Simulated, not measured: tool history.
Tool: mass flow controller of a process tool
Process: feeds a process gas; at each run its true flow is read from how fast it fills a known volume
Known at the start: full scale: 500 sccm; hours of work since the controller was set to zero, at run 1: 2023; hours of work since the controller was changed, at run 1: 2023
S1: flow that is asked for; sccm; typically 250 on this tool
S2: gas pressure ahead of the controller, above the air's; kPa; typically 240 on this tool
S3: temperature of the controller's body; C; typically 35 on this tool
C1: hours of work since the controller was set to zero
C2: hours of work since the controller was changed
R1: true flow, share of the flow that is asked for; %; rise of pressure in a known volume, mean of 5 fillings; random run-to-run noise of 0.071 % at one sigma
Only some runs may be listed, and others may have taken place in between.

{"run": 1, "hour": 0.0, "S1": 250, "S2": 240, "S3": 35, "C1": 2023, "C2": 2023, "R1": 101.47}
{"run": 2, "hour": 87.0, "S1": 250, "S2": 240, "S3": 35, "C1": 2051, "C2": 2051, "R1": 101.49}
{"run": 3, "hour": 192.5, "S1": 250, "S2": 240, "S3": 35, "C1": 2084, "C2": 2084, "R1": 101.58}
{"run": 4, "hour": 321.8, "S1": 123, "S2": 240, "S3": 35, "C1": 2126, "C2": 2126, "R1": 102.0}
{"run": 5, "hour": 444.1, "S1": 123, "S2": 228, "S3": 35, "C1": 2165, "C2": 2165, "R1": 102.05}
{"run": 6, "hour": 545.8, "S1": 123, "S2": 228, "S3": 35, "C1": 2197, "C2": 2197, "R1": 101.92}
{"run": 7, "hour": 662.9, "S1": 123, "S2": 228, "S3": 35, "C1": 2234, "C2": 2234, "R1": 101.88}
{"run": 8, "hour": 793.4, "S1": 263, "S2": 240, "S3": 35, "C1": 2276, "C2": 2276, "R1": 101.66}
{"run": 9, "hour": 880.7, "S1": 263, "S2": 240, "S3": 35, "C1": 2304, "C2": 2304, "R1": 101.58}
{"run": 10, "hour": 1010.9, "S1": 263, "S2": 240, "S3": 35, "C1": 2345, "C2": 2345, "R1": 101.64}
{"run": 11, "hour": 1114.5, "S1": 250, "S2": 240, "S3": 20, "C1": 2378, "C2": 2378, "R1": 100.91}
{"run": 12, "hour": 1224.8, "S1": 250, "S2": 240, "S3": 20, "C1": 2414, "C2": 2414, "R1": 100.79}
{"run": 13, "hour": 1371.3, "S1": 250, "S2": 220, "S3": 35, "C1": 2460, "C2": 2460, "R1": 101.65}
{"run": 14, "hour": 1486.0, "S1": 250, "S2": 220, "S3": 35, "C1": 2497, "C2": 2497, "R1": 101.48}
{"run": 15, "hour": 1626.7, "S1": 250, "S2": 240, "S3": 35, "C1": 2542, "C2": 2542, "R1": 101.72}
{"run": 16, "hour": 1693.7, "S1": 250, "S2": 240, "S3": 35, "C1": 2563, "C2": 2563, "R1": 101.75}
{"run": 17, "hour": 1832.2, "S1": 250, "S2": 240, "S3": 35, "C1": 2607, "C2": 2607, "R1": 101.82}
{"run": 18, "hour": 1935.1, "S1": 250, "S2": 240, "S3": 35, "C1": 2640, "C2": 2640, "R1": 101.91}
{"run": 19, "hour": 2051.3, "S1": 250, "S2": 240, "S3": 36, "C1": 2677, "C2": 2677, "R1": 102.01}
{"run": 20, "hour": 2130.9, "S1": 250, "S2": 240, "S3": 35, "C1": 2703, "C2": 2703, "R1": 101.76}
{"run": 21, "hour": 2216.1, "S1": 250, "S2": 240, "S3": 35, "C1": 2730, "C2": 2730, "R1": 102.01}
{"run": 22, "hour": 2343.8, "S1": 250, "S2": 248, "S3": 35, "C1": 2771, "C2": 2771, "R1": 102.16}
{"run": 23, "hour": 2466.7, "S1": 250, "S2": 248, "S3": 35, "C1": 2810, "C2": 2810, "R1": 101.94}
{"run": 24, "hour": 2544.4, "S1": 250, "S2": 248, "S3": 35, "C1": 2835, "C2": 2835, "R1": 101.98}
{"run": 25, "hour": 2698.9, "S1": 398, "S2": 248, "S3": 34, "C1": 2884, "C2": 2884, "R1": 101.95}
{"run": 26, "hour": 2852.3, "S1": 310, "S2": 144, "S3": 26, "C1": 2933, "C2": 2933, "R1": 100.79}
{"run": 27, "hour": 2936.0, "S1": 250, "S2": 151, "S3": 31, "C1": 2960, "C2": 2960, "R1": 100.97}
{"run": 28, "hour": 3020.5, "S1": 340, "S2": 265, "S3": 37, "C1": 2986, "C2": 2986, "R1": 102.29}
{"run": 29, "hour": 3153.2, "S1": 86, "S2": 165, "S3": 21, "C1": 3029, "C2": 3029, "R1": 102.52}
{"run": 30, "hour": 3220.8, "S1": 332, "S2": 149, "S3": 21, "C1": 3050, "C2": 3050, "R1": 100.66}
{"run": 31, "hour": 3329.4, "S1": 317, "S2": 280, "S3": 25, "C1": 3085, "C2": 3085, "R1": 101.91}
{"run": 32, "hour": 3482.0, "S1": 155, "S2": 240, "S3": 35, "C1": 3134, "C2": 3134, "R1": 102.51}
{"run": 33, "hour": 3600.1, "S1": 155, "S2": 240, "S3": 35, "C1": 3171, "C2": 3171, "R1": 102.59}
{"run": 34, "hour": 3757.4, "S1": 450, "S2": 240, "S3": 35, "C1": 3222, "C2": 3222, "R1": 102.39}
{"run": 35, "hour": 3861.8, "S1": 450, "S2": 155, "S3": 34, "C1": 3255, "C2": 3255, "R1": 101.53}
{"run": 36, "hour": 3938.8, "S1": 106, "S2": 240, "S3": 36, "C1": 3279, "C2": 3279, "R1": 103.52}
{"run": 37, "hour": 4077.3, "S1": 106, "S2": 186, "S3": 36, "C1": 3324, "C2": 3324, "R1": 103.17}
{"run": 38, "hour": 4179.4, "S1": 83, "S2": 196, "S3": 26, "C1": 3356, "C2": 3356, "R1": 103.59}
{"run": 39, "hour": 4249.3, "S1": 52, "S2": 202, "S3": 32, "C1": 3379, "C2": 3379, "R1": 106.27}
{"run": 40, "hour": 4409.0, "S1": 206, "S2": 190, "S3": 37, "C1": 3429, "C2": 3429, "R1": 102.08}
{"run": 41, "hour": 4538.0, "S1": 206, "S2": 190, "S3": 37, "C1": 3471, "C2": 3471, "R1": 102.07}
{"run": 42, "hour": 4666.5, "S1": 206, "S2": 190, "S3": 37, "C1": 3512, "C2": 3512, "R1": 102.18}
{"run": 43, "hour": 4798.2, "S1": 87, "S2": 240, "S3": 24, "C1": 3554, "C2": 3554, "R1": 103.87}
{"run": 44, "hour": 4892.8, "S1": 87, "S2": 240, "S3": 24, "C1": 3584, "C2": 3584, "R1": 103.88}
{"run": 45, "hour": 5027.8, "S1": 122, "S2": 269, "S3": 35, "C1": 3627, "C2": 3627, "R1": 103.61}
{"run": 46, "hour": 5124.2, "S1": 122, "S2": 269, "S3": 35, "C1": 3658, "C2": 3658, "R1": 103.67}
{"run": 47, "hour": 5221.1, "S1": 75, "S2": 237, "S3": 25, "C1": 3689, "C2": 3689, "R1": 104.57}

Measured result minus the same run's result without the hidden state. Both carry the same run-to-run variation, though not necessarily the same gauge scatter:
Hidden conditions of the tool in this case: flow at rest that the sensor doesn't see, % of full scale; true flow over the shown one, %; drift of the gauge itself on true_pct, %.
run=1 R1=+1.42
run=2 R1=+1.44
run=3 R1=+1.46
run=4 R1=+2.35
run=5 R1=+2.38
run=6 R1=+2.42
run=7 R1=+2.45
run=8 R1=+1.53
run=9 R1=+1.55
run=10 R1=+1.57
run=11 R1=+1.63
run=12 R1=+1.66
run=13 R1=+1.68
run=14 R1=+1.70
run=15 R1=+1.73
run=16 R1=+1.74
run=17 R1=+1.77
run=18 R1=+1.79
run=19 R1=+1.81
run=20 R1=+1.82
run=21 R1=+1.85
run=22 R1=+1.86
run=23 R1=+1.88
run=24 R1=+1.90
run=25 R1=+1.52
run=26 R1=+1.74
run=27 R1=+1.97
run=28 R1=+1.68
run=29 R1=+4.25
run=30 R1=+1.73
run=31 R1=+1.80
run=32 R1=+2.81
run=33 R1=+2.85
run=34 R1=+1.57
run=35 R1=+1.59
run=36 R1=+3.88
run=37 R1=+3.92
run=38 R1=+4.81
run=39 R1=+7.17
run=40 R1=+2.53
run=41 R1=+2.55
run=42 R1=+2.58
run=43 R1=+4.87
run=44 R1=+4.91
run=45 R1=+3.81
run=46 R1=+3.85
run=47 R1=+5.69

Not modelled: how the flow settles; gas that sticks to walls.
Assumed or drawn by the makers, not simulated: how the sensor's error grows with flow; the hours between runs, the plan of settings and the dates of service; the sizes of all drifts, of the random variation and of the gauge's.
